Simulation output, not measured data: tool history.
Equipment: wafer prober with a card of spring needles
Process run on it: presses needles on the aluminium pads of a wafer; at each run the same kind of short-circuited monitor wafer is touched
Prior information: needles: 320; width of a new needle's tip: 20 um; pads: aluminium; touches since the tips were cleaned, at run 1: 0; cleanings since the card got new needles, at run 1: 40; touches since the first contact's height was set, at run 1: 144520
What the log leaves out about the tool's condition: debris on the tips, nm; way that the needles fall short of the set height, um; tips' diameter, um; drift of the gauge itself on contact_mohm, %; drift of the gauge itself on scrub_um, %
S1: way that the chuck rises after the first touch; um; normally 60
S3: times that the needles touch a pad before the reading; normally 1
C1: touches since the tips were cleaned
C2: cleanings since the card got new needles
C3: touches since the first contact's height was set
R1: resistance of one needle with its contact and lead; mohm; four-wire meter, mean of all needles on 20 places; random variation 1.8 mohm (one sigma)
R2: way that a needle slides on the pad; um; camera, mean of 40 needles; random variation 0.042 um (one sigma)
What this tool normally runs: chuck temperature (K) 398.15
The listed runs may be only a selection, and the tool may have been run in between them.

{"run": 1, "hour": 0.0, "S1": 60, "chuck temperature (K)": 398.15, "S3": 1, "C1": 0, "C2": 40, "C3": 144520, "R1": 197, "R2": 7.88}
{"hour": 13.3, "done": "tips cleaned on abrasive film"}
{"run": 2, "hour": 20.1, "S1": 60, "chuck temperature (K)": 398.15, "S3": 1, "C1": 4447, "C2": 41, "C3": 157630, "R1": 282, "R2": 7.81}
{"hour": 25.0, "done": "tips cleaned on abrasive film"}
{"hour": 38.4, "done": "tips cleaned on abrasive film"}
{"hour": 41.1, "done": "height of the first contact set anew"}
{"hour": 51.8, "done": "tips cleaned on abrasive film"}
{"run": 3, "hour": 51.8, "S1": 60, "chuck temperature (K)": 398.15, "S3": 1, "C1": 0, "C2": 44, "C3": 6944, "R1": 200, "R2": 8.15}
{"hour": 65.6, "done": "tips cleaned on abrasive film"}
{"hour": 77.0, "done": "tips cleaned on abrasive film"}
{"run": 4, "hour": 83.0, "S1": 60, "chuck temperature (K)": 398.15, "S3": 1, "C1": 3875, "C2": 46, "C3": 27166, "R1": 259, "R2": 8.13}
{"hour": 91.1, "done": "tips cleaned on abrasive film"}
{"hour": 104.1, "done": "tips cleaned on abrasive film"}
{"hour": 118.2, "done": "tips cleaned on abrasive film"}
{"run": 5, "hour": 121.9, "S1": 60, "chuck temperature (K)": 398.15, "S3": 1, "C1": 2419, "C2": 49, "C3": 52459, "R1": 250, "R2": 8.07}
{"hour": 130.0, "done": "tips cleaned on abrasive film"}
{"hour": 144.2, "done": "tips cleaned on abrasive film"}
{"run": 6, "hour": 152.9, "S1": 60, "chuck temperature (K)": 398.15, "S3": 1, "C1": 5685, "C2": 51, "C3": 72565, "R1": 290, "R2": 8.04}
{"hour": 155.8, "done": "tips cleaned on abrasive film"}
{"hour": 169.4, "done": "tips cleaned on abrasive film"}
{"hour": 181.7, "done": "tips cleaned on abrasive film"}
{"run": 7, "hour": 181.7, "S1": 60, "chuck temperature (K)": 398.15, "S3": 1, "C1": 0, "C2": 54, "C3": 91197, "R1": 199, "R2": 8.05}
{"hour": 194.3, "done": "tips cleaned on abrasive film"}
{"hour": 205.8, "done": "tips cleaned on abrasive film"}
{"run": 8, "hour": 216.3, "S1": 60, "chuck temperature (K)": 332.15, "S3": 1, "C1": 6875, "C2": 56, "C3": 113685, "R1": 317, "R2": 7.94}
{"hour": 219.2, "done": "tips cleaned on abrasive film"}
{"hour": 232.4, "done": "tips cleaned on abrasive film"}
{"hour": 245.8, "done": "tips cleaned on abrasive film"}
{"run": 9, "hour": 254.4, "S1": 60, "chuck temperature (K)": 332.15, "S3": 1, "C1": 5657, "C2": 59, "C3": 138440, "R1": 304, "R2": 7.96}
{"hour": 259.3, "done": "tips cleaned on abrasive film"}
{"hour": 272.0, "done": "tips cleaned on abrasive film"}
{"run": 10, "hour": 281.4, "S1": 60, "chuck temperature (K)": 332.15, "S3": 1, "C1": 6126, "C2": 61, "C3": 155935, "R1": 310, "R2": 7.9}
{"hour": 284.3, "done": "tips cleaned on abrasive film"}
{"hour": 298.0, "done": "tips cleaned on abrasive film"}
{"hour": 303.3, "done": "height of the first contact set anew"}
{"hour": 311.3, "done": "tips cleaned on abrasive film"}
{"run": 11, "hour": 321.0, "S1": 60, "chuck temperature (K)": 332.15, "S3": 1, "C1": 6373, "C2": 64, "C3": 11513, "R1": 310, "R2": 8.27}
{"hour": 323.9, "done": "tips cleaned on abrasive film"}
{"hour": 337.6, "done": "tips cleaned on abrasive film"}
{"run": 12, "hour": 345.7, "S1": 60, "chuck temperature (K)": 398.15, "S3": 1, "C1": 5295, "C2": 66, "C3": 27536, "R1": 297, "R2": 8.1}
{"hour": 350.6, "done": "tips cleaned on abrasive film"}
{"hour": 362.0, "done": "tips cleaned on abrasive film"}
{"hour": 375.6, "done": "tips cleaned on abrasive film"}
{"run": 13, "hour": 380.9, "S1": 60, "chuck temperature (K)": 398.15, "S3": 2, "C1": 3478, "C2": 69, "C3": 50357, "R1": 237, "R2": 8.08}
{"hour": 388.9, "done": "tips cleaned on abrasive film"}
{"hour": 401.6, "done": "tips cleaned on abrasive film"}
{"run": 14, "hour": 401.6, "S1": 61, "chuck temperature (K)": 398.15, "S3": 1, "C1": 0, "C2": 71, "C3": 63765, "R1": 201, "R2": 8.15}
{"hour": 415.0, "done": "tips cleaned on abrasive film"}
{"run": 15, "hour": 421.3, "S1": 61, "chuck temperature (K)": 398.15, "S3": 1, "C1": 4183, "C2": 72, "C3": 76602, "R1": 286, "R2": 8.22}
{"hour": 427.1, "done": "tips cleaned on abrasive film"}
{"hour": 441.1, "done": "tips cleaned on abrasive film"}
{"hour": 454.7, "done": "tips cleaned on abrasive film"}
{"run": 16, "hour": 457.2, "S1": 46, "chuck temperature (K)": 334.15, "S3": 2, "C1": 1605, "C2": 75, "C3": 99847, "R1": 237, "R2": 6.11}
{"hour": 467.8, "done": "tips cleaned on abrasive film"}
{"hour": 481.7, "done": "tips cleaned on abrasive film"}
{"hour": 495.0, "done": "tips cleaned on abrasive film"}
{"run": 17, "hour": 500.5, "S1": 60, "chuck temperature (K)": 378.15, "S3": 1, "C1": 3638, "C2": 78, "C3": 127982, "R1": 274, "R2": 7.93}
{"hour": 509.0, "done": "tips cleaned on abrasive film"}
{"hour": 521.6, "done": "tips cleaned on abrasive film"}
{"hour": 534.2, "done": "tips cleaned on abrasive film"}
{"run": 18, "hour": 544.9, "S1": 60, "chuck temperature (K)": 378.15, "S3": 1, "C1": 6954, "C2": 81, "C3": 156783, "R1": 327, "R2": 7.81}
{"hour": 547.8, "done": "tips cleaned on abrasive film"}
{"hour": 560.6, "done": "tips cleaned on abrasive film"}
{"hour": 566.5, "done": "height of the first contact set anew"}
{"hour": 573.7, "done": "tips cleaned on abrasive film"}
{"run": 19, "hour": 583.4, "S1": 65, "chuck temperature (K)": 378.15, "S3": 1, "C1": 6330, "C2": 84, "C3": 10937, "R1": 296, "R2": 8.9}
{"hour": 586.3, "done": "tips cleaned on abrasive film"}
{"hour": 600.5, "done": "tips cleaned on abrasive film"}
{"hour": 614.0, "done": "tips cleaned on abrasive film"}
{"hour": 625.7, "done": "tips cleaned on abrasive film"}
{"run": 20, "hour": 625.7, "S1": 65, "chuck temperature (K)": 378.15, "S3": 1, "C1": 0, "C2": 88, "C3": 38376, "R1": 197, "R2": 8.83}

Run 21, settings as shown, results not yet in. Your forecast:
{"hour": 640.0, "done": "tips cleaned on abrasive film"}
{"hour": 653.3, "done": "tips cleaned on abrasive film"}
{"run": 21, "hour": 658.2, "S1": 61, "chuck temperature (K)": 322.15, "S3": 2, "C1": 3266, "C2": 90, "C3": 59517, "R1": "?", "R2": "?"}

R1: 222 mohm
R2: 8.23 um
Had the tool carried no hidden state, the very same run would have given R1 165 mohm, R2 8.33 um.
